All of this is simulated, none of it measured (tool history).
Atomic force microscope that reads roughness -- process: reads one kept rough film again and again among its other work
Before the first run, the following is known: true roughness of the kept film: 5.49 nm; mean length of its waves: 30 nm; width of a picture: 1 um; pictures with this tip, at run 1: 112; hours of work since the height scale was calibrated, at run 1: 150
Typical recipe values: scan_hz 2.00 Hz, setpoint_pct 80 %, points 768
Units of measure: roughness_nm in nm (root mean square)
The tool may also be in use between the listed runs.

run	hour	scan_hz	setpoint_pct	points	pictures with this tip	hours of work since the height scale was calibrated	roughness_nm
1	0.0	2.00	80	768	112	150	3.823
2	9.5	2.00	80	710	125	156	3.842
3	15.1	2.00	80	710	133	160	3.825
4	24.7	2.00	80	710	146	167	3.855
5	32.4	2.00	80	710	157	172	3.825
6	42.0	2.00	80	768	170	179	3.838
7	46.4	3.11	80	768	176	182	3.483
8	52.1	3.11	80	768	183	186	3.504
9	56.4	3.97	80	768	189	188	3.273
10	65.8	1.36	80	768	202	195	4.046
11	75.6	0.88	80	768	216	202	4.273
12	85.5	0.88	80	768	229	208	4.265
13	90.3	1.95	80	768	236	212	3.862
14	94.3	1.95	80	768	241	214	3.834
15	103.5	0.69	80	768	254	221	4.356
16	113.1	2.00	60	768	267	227	4.348
17	122.8	2.99	80	768	281	234	3.546
18	128.3	2.00	80	768	288	238	3.842
19	133.7	2.00	80	768	295	241	3.847
# hour 135.0: new tip fitted
20	143.3	2.00	80	950	11	248	3.863
21	150.9	1.21	80	768	21	253	4.117
22	157.2	1.21	80	768	30	257	4.127
23	163.3	2.00	71	768	38	261	4.144
24	171.4	2.00	71	768	50	267	4.107
25	179.2	1.97	71	768	60	272	4.168
26	188.1	2.00	82	768	72	278	3.785
27	194.3	2.02	80	768	81	282	3.845
28	201.5	1.06	80	768	91	287	4.213
29	209.7	1.37	84	768	102	293	3.978
30	217.0	1.37	84	768	112	298	3.953
31	225.3	0.74	61	768	123	304	4.568
32	235.0	2.00	58	264	137	310	4.345
33	242.0	0.69	68	768	146	315	4.496
34	247.7	1.90	68	768	154	319	4.218
35	252.0	2.00	61	421	160	322	4.342
36	261.7	1.51	62	920	173	328	4.427
37	266.6	1.05	58	963	180	332	4.513
38	272.2	1.05	58	963	188	336	4.554
39	276.4	1.05	58	963	194	338	4.544
40	283.0	1.05	58	963	203	343	4.564
41	290.2	0.92	80	934	213	348	4.243
42	298.1	1.01	80	399	223	353	4.186
43	306.0	1.75	79	541	234	359	3.955
44	313.5	2.00	68	768	244	364	4.199
45	320.8	2.00	80	343	255	369	3.826
46	327.9	0.92	80	334	264	374	4.214
47	334.0	0.63	63	929	273	378	4.550
48	341.2	2.45	56	905	283	383	4.364
49	350.7	2.59	67	1004	296	389	4.112
# hour 352.0: new tip fitted
50	361.0	2.00	67	496	12	396	4.241
51	366.8	2.00	67	496	20	400	4.223
52	371.8	2.00	86	471	27	403	3.641
53	379.9	2.00	86	471	38	409	3.619

What would each run have given without the hidden state, its run-to-run variation left as it was?
The hidden state here: radius of the tip, nm; height scale over the true one, %; drift of the gauge itself on roughness_nm, %.
run	roughness_nm
1	3.831
2	3.851
3	3.834
4	3.866
5	3.836
6	3.850
7	3.495
8	3.516
9	3.284
10	4.062
11	4.290
12	4.283
13	3.879
14	3.851
15	4.377
16	4.370
17	3.565
18	3.863
19	3.869
20	3.864
21	4.119
22	4.130
23	4.147
24	4.111
25	4.173
26	3.790
27	3.851
28	4.220
29	3.986
30	3.961
31	4.579
32	4.357
33	4.509
34	4.230
35	4.355
36	4.442
37	4.528
38	4.571
39	4.560
40	4.582
41	4.260
42	4.204
43	3.973
44	4.218
45	3.845
46	4.235
47	4.573
48	4.387
49	4.135
50	4.242
51	4.224
52	3.643
53	3.621
